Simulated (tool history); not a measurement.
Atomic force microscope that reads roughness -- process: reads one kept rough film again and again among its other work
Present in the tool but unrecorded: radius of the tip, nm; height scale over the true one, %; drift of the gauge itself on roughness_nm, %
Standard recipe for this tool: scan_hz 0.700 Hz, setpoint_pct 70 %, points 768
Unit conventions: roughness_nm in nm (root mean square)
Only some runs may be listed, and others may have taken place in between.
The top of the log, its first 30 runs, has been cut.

run   hour  scan_hz  setpoint_pct  points  pictures with this tip  hours of work since the height scale was calibrated  roughness_nm
 31  736.4    1.827            70     768                     165                                                  173         2.969
     763.0  -- new tip fitted
 32  768.7    3.448            70     436                      13                                                  197         3.192
 33  798.5    3.527            85     606                      76                                                  219         2.706
 34  835.7    0.739            89     646                     156                                                  247         2.945
 35  851.9    2.939            57     646                     191                                                  259         2.918
     864.1  -- new tip fitted
 36  880.0    0.635            85     361                      34                                                  280         3.339
 37  911.1    0.934            60     451                     101                                                  303         3.246
 38  930.0    0.920            70     932                     141                                                  318         3.134

Run 39 has not been measured yet. What should we expect?
 39  954.4    0.700            64     768                     193                                                  336             ?

roughness_nm: 3.037 nm (root mean square)
With no hidden state in the tool, this same run would have given roughness_nm 3.586 nm (root mean square).
